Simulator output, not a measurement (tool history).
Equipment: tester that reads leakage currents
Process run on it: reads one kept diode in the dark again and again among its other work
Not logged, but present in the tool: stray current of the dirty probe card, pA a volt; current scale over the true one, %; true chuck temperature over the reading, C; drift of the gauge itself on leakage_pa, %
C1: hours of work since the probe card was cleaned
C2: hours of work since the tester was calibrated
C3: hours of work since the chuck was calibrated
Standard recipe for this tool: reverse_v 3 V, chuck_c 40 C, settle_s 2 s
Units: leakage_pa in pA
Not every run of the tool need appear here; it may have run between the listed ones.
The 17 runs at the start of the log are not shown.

Run 18, day 84.658: usual settings but chuck_c 29 C; C1 110; C2 1466; C3 413. Result: leakage_pa 145.27 pA.
Run 19, day 91.746: usual settings but chuck_c 29 C; C1 215; C2 1571; C3 519. Result: leakage_pa 145.78 pA.
Run 20, day 97.854: usual settings; C1 306; C2 1662; C3 609. Result: leakage_pa 368.63 pA.
Run 21, day 104.521: usual settings but reverse_v 6.92 V, settle_s 1.36 s; C1 405; C2 1761; C3 708. Result: leakage_pa 542.29 pA.
Run 22, day 108.996: usual settings but reverse_v 3.6 V, chuck_c 42 C, settle_s 8.1 s; C1 471; C2 1827; C3 775. Result: leakage_pa 470.82 pA.
Run 23, day 115.417: usual settings but reverse_v 3.6 V, chuck_c 42 C, settle_s 8.1 s; C1 566; C2 1923; C3 870. Result: leakage_pa 477.53 pA.
Run 24, day 120.642: usual settings but reverse_v 3.6 V, chuck_c 39 C, settle_s 2.52 s; C1 644; C2 2000; C3 948. Result: leakage_pa 378.54 pA.
Run 25, day 125.775: usual settings but reverse_v 3.6 V, chuck_c 39 C, settle_s 2.52 s; C1 720; C2 2076; C3 1024. Result: leakage_pa 379.88 pA.
Run 26, day 130.454: usual settings but reverse_v 3.6 V, chuck_c 39 C, settle_s 2.52 s; C1 790; C2 2146; C3 1093. Result: leakage_pa 378.84 pA.
Run 27, day 133.767: usual settings but reverse_v 4.27 V, chuck_c 38 C, settle_s 3.71 s; C1 839; C2 2195; C3 1142. Result: leakage_pa 379.69 pA.
Run 28, day 137.104: usual settings but reverse_v 4.27 V, chuck_c 38 C, settle_s 3.71 s; C1 888; C2 2245; C3 1192. Result: leakage_pa 383.18 pA.
Run 29, day 142.108: usual settings but reverse_v 4.27 V, chuck_c 38 C, settle_s 3.71 s; C1 963; C2 2319; C3 1266. Result: leakage_pa 385.73 pA.
Run 30, day 147.525: usual settings but reverse_v 6.79 V, settle_s 0.81 s; C1 1043; C2 2399; C3 1346. Result: leakage_pa 565.23 pA.
At day 148.921: probe card cleaned and baked.
Run 31, day 153.488: usual settings but reverse_v 1.01 V, chuck_c 57 C; C1 68; C2 2486; C3 1433. Result: leakage_pa 845.01 pA.
Run 32, day 156.671: usual settings but settle_s 0.65 s; C1 115; C2 2533; C3 1480. Result: leakage_pa 381.4 pA.
Run 33, day 159.812: usual settings but settle_s 0.65 s; C1 162; C2 2580; C3 1527. Result: leakage_pa 381.51 pA.
Run 34, day 163.642: usual settings but reverse_v 3.5 V, chuck_c 39 C, settle_s 1.62 s; C1 219; C2 2637; C3 1584. Result: leakage_pa 378.98 pA.
Run 35, day 167.162: usual settings but chuck_c 59 C; C1 271; C2 2689; C3 1636. Result: leakage_pa 1616.58 pA.
At day 168.696: chuck's temperature calibrated.
Run 36, day 173: usual settings but reverse_v 4.61 V, chuck_c 26 C; C1 356; C2 2774; C3 64. Result: leakage_pa 138.17 pA.
Run 37, day 176.983: usual settings but reverse_v 4.61 V, chuck_c 26 C; C1 415; C2 2833; C3 123. Result: leakage_pa 140.26 pA.
Run 38, day 180.321: usual settings but settle_s 2.99 s; C1 465; C2 2883; C3 173. Result: leakage_pa 366.88 pA.
Run 39, day 183.975: usual settings but chuck_c 34 C; C1 519; C2 2937; C3 227. Result: leakage_pa 227.02 pA.

Forecast each of these 3 alternatives for the next run:
Run A, day 189.008: usual settings but reverse_v 1.03 V, chuck_c 34 C, settle_s 0.85 s; C1 594; C2 3012; C3 301. Result: leakage_pa ?.
Run B, day 189.008: usual settings but reverse_v 1.81 V; C1 594; C2 3012; C3 301. Result: leakage_pa ?.
Run C, day 189.008: usual settings but reverse_v 11.59 V, chuck_c 34 C, settle_s 1.62 s; C1 594; C2 3012; C3 301. Result: leakage_pa ?.

run  leakage_pa
  A      138.88
  B      292.94
  C      429.06
With no hidden state in the tool, these same runs would have given:
run  leakage_pa
  A      133.19
  B      281.63
  C      399.94
